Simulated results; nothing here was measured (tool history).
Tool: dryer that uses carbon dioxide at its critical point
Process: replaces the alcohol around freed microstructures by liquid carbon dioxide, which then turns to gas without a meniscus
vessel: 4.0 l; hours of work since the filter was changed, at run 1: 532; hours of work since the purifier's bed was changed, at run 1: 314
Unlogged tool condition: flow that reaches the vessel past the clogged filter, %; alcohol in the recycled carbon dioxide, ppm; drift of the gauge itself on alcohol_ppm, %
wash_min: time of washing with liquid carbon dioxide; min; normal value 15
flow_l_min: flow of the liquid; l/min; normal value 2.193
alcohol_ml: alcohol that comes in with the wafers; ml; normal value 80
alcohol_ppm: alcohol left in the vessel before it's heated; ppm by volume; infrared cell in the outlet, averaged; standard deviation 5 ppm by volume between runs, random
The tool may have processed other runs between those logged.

| run | hour | wash_min | flow_l_min | alcohol_ml | hours of work since the filter was changed | hours of work since the purifier's bed was changed | alcohol_ppm |
|---|---|---|---|---|---|---|---|
| 1 | 0 | 15 | 2.193 | 80 | 532 | 314 | 97 |
| 2 | 6.2 | 15 | 2.74 | 80 | 535 | 318 | 77 |
| 3 | 15.4 | 15 | 2.193 | 80 | 541 | 324 | 97 |
| 4 | 23.1 | 15 | 2.193 | 80 | 546 | 329 | 90 |
| 5 | 28.7 | 15 | 2.193 | 80 | 549 | 332 | 105 |
| 6 | 40.2 | 15 | 2.193 | 80 | 557 | 339 | 99 |
|  | 47.7 | inlet filter changed |
| 7 | 49.9 | 15 | 2.193 | 80 | 1 | 345 | 92 |
| 8 | 62 | 15 | 2.193 | 74 | 9 | 352 | 95 |
| 9 | 71.4 | 15 | 2.193 | 74 | 15 | 358 | 87 |
| 10 | 81.2 | 15 | 2.193 | 74 | 21 | 364 | 105 |
| 11 | 93.2 | 15 | 1.87 | 80 | 28 | 371 | 130 |
| 12 | 102.4 | 15 | 2.193 | 80 | 34 | 377 | 92 |
| 13 | 108.4 | 15 | 2.193 | 80 | 38 | 381 | 105 |
| 14 | 113.6 | 15 | 3.56 | 80 | 41 | 384 | 92 |
| 15 | 125.7 | 15 | 3.56 | 80 | 48 | 392 | 95 |
| 16 | 134.1 | 15 | 2.193 | 41 | 53 | 397 | 99 |
| 17 | 140.5 | 24 | 3.13 | 80 | 57 | 401 | 95 |
| 18 | 151.5 | 24 | 2.18 | 30 | 64 | 408 | 96 |
| 19 | 164.1 | 24 | 1.55 | 98 | 72 | 415 | 100 |
| 20 | 172.7 | 24 | 1.55 | 98 | 77 | 421 | 101 |
| 21 | 182.2 | 11 | 1.55 | 43 | 83 | 426 | 371 |
| 22 | 194 | 11 | 2.85 | 43 | 90 | 434 | 118 |
| 23 | 205.8 | 11 | 2.85 | 43 | 98 | 441 | 115 |
| 24 | 215.7 | 11 | 2.85 | 67 | 104 | 447 | 127 |
| 25 | 226.1 | 11 | 2.85 | 67 | 110 | 454 | 120 |
| 26 | 232.2 | 15 | 1.43 | 34 | 114 | 457 | 190 |
| 27 | 244.3 | 11 | 1.43 | 79 | 122 | 465 | 821 |
| 28 | 256.9 | 14 | 1.47 | 103 | 129 | 473 | 418 |
| 29 | 265.8 | 15 | 1.35 | 80 | 135 | 478 | 399 |
| 30 | 278.3 | 11 | 1.42 | 80 | 143 | 486 | 855 |

For some of the steps in alcohol_ppm from one run to the next: how much would appear even if the tool had no hidden state, given the settings, what came in and random variation, and how much remains for the hidden state plus any gauge scatter that the measured result and the result without hidden state don't share?
Run 26 -> 27: wash_min 15 -> 11, alcohol_ml 34 -> 79. alcohol_ppm +631 ppm by volume: hidden state +33, all else +598.
Run 27 -> 28: wash_min 11 -> 14, flow_l_min 1.43 -> 1.47, alcohol_ml 79 -> 103. alcohol_ppm -403 ppm by volume: hidden state -17, all else -386.
Run 29 -> 30: wash_min 15 -> 11, flow_l_min 1.35 -> 1.42. alcohol_ppm +456 ppm by volume: hidden state +23, all else +433.
